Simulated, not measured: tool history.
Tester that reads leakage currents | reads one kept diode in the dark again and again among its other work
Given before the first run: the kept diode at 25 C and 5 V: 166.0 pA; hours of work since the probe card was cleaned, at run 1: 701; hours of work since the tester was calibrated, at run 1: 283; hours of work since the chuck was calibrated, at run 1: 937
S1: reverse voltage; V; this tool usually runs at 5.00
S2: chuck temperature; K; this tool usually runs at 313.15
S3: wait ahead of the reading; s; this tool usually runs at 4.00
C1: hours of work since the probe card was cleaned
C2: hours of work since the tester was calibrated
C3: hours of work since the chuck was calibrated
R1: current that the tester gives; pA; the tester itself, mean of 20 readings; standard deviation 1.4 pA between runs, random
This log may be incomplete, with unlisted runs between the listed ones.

{"run": 1, "hour": 0.0, "S1": 5.0, "S2": 313.15, "S3": 4.0, "C1": 701, "C2": 283, "C3": 937, "R1": 466.04}
{"run": 2, "hour": 30.9, "S1": 5.0, "S2": 313.15, "S3": 4.0, "C1": 718, "C2": 300, "C3": 954, "R1": 466.36}
{"run": 3, "hour": 59.4, "S1": 5.0, "S2": 313.15, "S3": 4.0, "C1": 734, "C2": 315, "C3": 969, "R1": 467.07}
{"run": 4, "hour": 89.4, "S1": 5.0, "S2": 313.15, "S3": 4.0, "C1": 750, "C2": 332, "C3": 985, "R1": 466.18}
{"run": 5, "hour": 115.8, "S1": 7.34, "S2": 313.15, "S3": 4.0, "C1": 764, "C2": 346, "C3": 1000, "R1": 548.44}
{"run": 6, "hour": 143.4, "S1": 7.3, "S2": 313.15, "S3": 4.0, "C1": 779, "C2": 361, "C3": 1015, "R1": 551.03}
{"run": 7, "hour": 165.3, "S1": 7.3, "S2": 313.15, "S3": 4.0, "C1": 791, "C2": 373, "C3": 1027, "R1": 548.42}
{"run": 8, "hour": 181.6, "S1": 7.3, "S2": 313.15, "S3": 4.0, "C1": 800, "C2": 382, "C3": 1036, "R1": 548.3}
{"run": 9, "hour": 205.8, "S1": 1.01, "S2": 299.15, "S3": 0.8, "C1": 813, "C2": 395, "C3": 1049, "R1": 86.65}
{"hour": 209.8, "done": "tester calibrated"}
{"run": 10, "hour": 242.4, "S1": 3.95, "S2": 302.15, "S3": 1.38, "C1": 832, "C2": 18, "C3": 1068, "R1": 195.57}
{"run": 11, "hour": 258.9, "S1": 3.95, "S2": 312.15, "S3": 1.38, "C1": 841, "C2": 27, "C3": 1077, "R1": 392.3}
{"run": 12, "hour": 277.2, "S1": 3.95, "S2": 312.15, "S3": 1.38, "C1": 851, "C2": 37, "C3": 1087, "R1": 392.61}
{"hour": 298.5, "done": "tester calibrated, once more"}
{"run": 13, "hour": 298.7, "S1": 5.0, "S2": 313.15, "S3": 3.15, "C1": 862, "C2": 0, "C3": 1097, "R1": 460.45}
{"run": 14, "hour": 320.9, "S1": 5.0, "S2": 313.15, "S3": 3.15, "C1": 874, "C2": 12, "C3": 1109, "R1": 463.01}
{"run": 15, "hour": 356.2, "S1": 10.13, "S2": 300.15, "S3": 4.94, "C1": 893, "C2": 31, "C3": 1128, "R1": 256.52}
{"run": 16, "hour": 383.2, "S1": 4.52, "S2": 313.15, "S3": 0.71, "C1": 908, "C2": 46, "C3": 1143, "R1": 439.09}

Forecast each of these 5 alternatives for the next run:
{"run": "A", "hour": 411.3, "S1": 4.52, "S2": 297.15, "S3": 8.24, "C1": 923, "C2": 61, "C3": 1158, "R1": "?"}
{"run": "B", "hour": 411.3, "S1": 3.22, "S2": 310.15, "S3": 0.5, "C1": 923, "C2": 61, "C3": 1158, "R1": "?"}
{"run": "C", "hour": 411.3, "S1": 4.52, "S2": 313.15, "S3": 1.62, "C1": 923, "C2": 61, "C3": 1158, "R1": "?"}
{"run": "D", "hour": 411.3, "S1": 19.63, "S2": 317.15, "S3": 0.4, "C1": 923, "C2": 61, "C3": 1158, "R1": "?"}
{"run": "E", "hour": 411.3, "S1": 3.67, "S2": 298.15, "S3": 1.19, "C1": 923, "C2": 61, "C3": 1158, "R1": "?"}

run=A R1=143.46
run=B R1=311.42
run=C R1=444.40
run=D R1=1099.33
run=E R1=141.13
Take away the tool's hidden state, keep each run's random variation, and the runs would have read:
run=A R1=147.46
run=B R1=323.09
run=C R1=460.71
run=D R1=1132.96
run=E R1=145.50
